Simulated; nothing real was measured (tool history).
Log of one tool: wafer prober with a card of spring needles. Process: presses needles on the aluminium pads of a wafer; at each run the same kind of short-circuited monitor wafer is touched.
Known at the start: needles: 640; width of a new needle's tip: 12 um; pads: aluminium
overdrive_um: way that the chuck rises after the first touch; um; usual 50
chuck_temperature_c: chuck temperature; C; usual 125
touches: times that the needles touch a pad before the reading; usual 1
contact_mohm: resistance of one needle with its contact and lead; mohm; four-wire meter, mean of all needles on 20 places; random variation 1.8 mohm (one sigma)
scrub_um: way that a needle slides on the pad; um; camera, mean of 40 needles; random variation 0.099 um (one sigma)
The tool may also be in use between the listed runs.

run,day,overdrive_um,chuck_temperature_c,touches,contact_mohm,scrub_um
1,0.000,50,125,1,180,10.40
# day 0.208: tips cleaned on abrasive film
# day 0.412: tips cleaned on abrasive film
# day 0.671: tips cleaned on abrasive film
# day 0.929: tips cleaned on abrasive film
2,0.996,50,125,1,193,10.30
# day 1.154: tips cleaned on abrasive film
# day 1.362: tips cleaned on abrasive film
# day 1.617: tips cleaned on abrasive film
# day 1.825: tips cleaned on abrasive film
# day 2.083: tips cleaned on abrasive film
3,2.271,50,125,1,202,10.21
# day 2.325: tips cleaned on abrasive film
# day 2.583: tips cleaned on abrasive film
# day 2.842: tips cleaned on abrasive film
# day 2.854: height of the first contact set anew
# day 3.112: tips cleaned on abrasive film
# day 3.321: tips cleaned on abrasive film
# day 3.579: tips cleaned on abrasive film
# day 3.829: tips cleaned on abrasive film
4,3.829,50,125,1,182,10.90
# day 4.088: tips cleaned on abrasive film
# day 4.346: tips cleaned on abrasive film
# day 4.604: tips cleaned on abrasive film
# day 4.862: tips cleaned on abrasive film
# day 5.121: tips cleaned on abrasive film
# day 5.325: tips cleaned on abrasive film
# day 5.583: tips cleaned on abrasive film
# day 5.792: tips cleaned on abrasive film
# day 6.050: tips cleaned on abrasive film
5,6.138,50,125,1,193,10.73
# day 6.296: tips cleaned on abrasive film
# day 6.554: tips cleaned on abrasive film
# day 6.762: tips cleaned on abrasive film
# day 7.021: tips cleaned on abrasive film
# day 7.275: tips cleaned on abrasive film
# day 7.492: tips cleaned on abrasive film
6,7.492,39,125,1,191,8.33
# day 7.750: tips cleaned on abrasive film
# day 8.004: tips cleaned on abrasive film
# day 8.262: tips cleaned on abrasive film
# day 8.521: tips cleaned on abrasive film
# day 8.779: tips cleaned on abrasive film
# day 9.038: tips cleaned on abrasive film
# day 9.296: tips cleaned on abrasive film
# day 9.554: tips cleaned on abrasive film
# day 9.804: tips cleaned on abrasive film
7,9.804,39,125,1,193,8.27
# day 10.062: tips cleaned on abrasive film
# day 10.317: tips cleaned on abrasive film
# day 10.575: tips cleaned on abrasive film
# day 10.833: tips cleaned on abrasive film
8,10.954,50,125,1,200,10.45
# day 11.058: tips cleaned on abrasive film
# day 11.317: tips cleaned on abrasive film
# day 11.575: tips cleaned on abrasive film
# day 11.833: tips cleaned on abrasive film
# day 12.042: tips cleaned on abrasive film
# day 12.300: tips cleaned on abrasive film
# day 12.312: height of the first contact set anew
9,12.471,50,125,1,198,10.83
# day 12.529: tips cleaned on abrasive film
# day 12.783: tips cleaned on abrasive film
# day 12.992: tips cleaned on abrasive film
# day 13.250: tips cleaned on abrasive film
# day 13.508: tips cleaned on abrasive film
# day 13.717: tips cleaned on abrasive film
# day 13.821: tips cleaned on abrasive film, once more
# day 14.029: tips cleaned on abrasive film
10,14.088,50,125,1,190,10.76
# day 14.242: tips cleaned on abrasive film
# day 14.500: tips cleaned on abrasive film
# day 14.758: tips cleaned on abrasive film
# day 15.017: tips cleaned on abrasive film
# day 15.275: tips cleaned on abrasive film
# day 15.533: tips cleaned on abrasive film
# day 15.792: tips cleaned on abrasive film
11,15.804,44,47,3,170,9.34
# day 16.012: tips cleaned on abrasive film
# day 16.271: tips cleaned on abrasive film
# day 16.529: tips cleaned on abrasive film
# day 16.788: tips cleaned on abrasive film
# day 16.992: tips cleaned on abrasive film
# day 17.250: tips cleaned on abrasive film
12,17.421,47,120,1,205,10.09
# day 17.475: tips cleaned on abrasive film
# day 17.733: tips cleaned on abrasive film
# day 17.992: tips cleaned on abrasive film
# day 18.200: tips cleaned on abrasive film
# day 18.454: tips cleaned on abrasive film
13,18.650,49,34,3,181,10.33
# day 18.704: tips cleaned on abrasive film
# day 18.962: tips cleaned on abrasive film
# day 19.221: tips cleaned on abrasive film
# day 19.479: tips cleaned on abrasive film
# day 19.979: card fitted with new needles
# day 20.238: tips cleaned on abrasive film
14,20.433,51,38,2,176,11.01
# day 20.488: tips cleaned on abrasive film
# day 20.746: tips cleaned on abrasive film
# day 21.000: tips cleaned on abrasive film
# day 21.258: tips cleaned on abrasive film
# day 21.517: tips cleaned on abrasive film
# day 21.775: tips cleaned on abrasive film
# day 22.033: tips cleaned on abrasive film
15,22.042,47,125,1,185,9.99
# day 22.246: tips cleaned on abrasive film
# day 22.504: tips cleaned on abrasive film
# day 22.762: tips cleaned on abrasive film
# day 23.021: tips cleaned on abrasive film
# day 23.279: tips cleaned on abrasive film
# day 23.538: tips cleaned on abrasive film
# day 23.796: tips cleaned on abrasive film
# day 24.008: tips cleaned on abrasive film
16,24.008,37,26,1,167,7.73
# day 24.267: tips cleaned on abrasive film
# day 24.475: tips cleaned on abrasive film
# day 24.733: tips cleaned on abrasive film
# day 24.942: tips cleaned on abrasive film
# day 25.200: tips cleaned on abrasive film
# day 25.404: tips cleaned on abrasive film
# day 25.662: tips cleaned on abrasive film
# day 25.921: tips cleaned on abrasive film
17,26.000,34,26,1,182,7.23

The next listed run, before its measurement:
# day 26.158: tips cleaned on abrasive film
# day 26.417: tips cleaned on abrasive film
# day 26.675: tips cleaned on abrasive film
# day 26.933: tips cleaned on abrasive film
# day 27.192: tips cleaned on abrasive film
# day 27.446: tips cleaned on abrasive film
# day 27.654: tips cleaned on abrasive film
# day 27.912: tips cleaned on abrasive film
18,28.088,34,25,1,?,?

contact_mohm: 196 mohm
scrub_um: 6.86 um
Without the tool's hidden state the same run would have given contact_mohm 166 mohm, scrub_um 7.37 um.
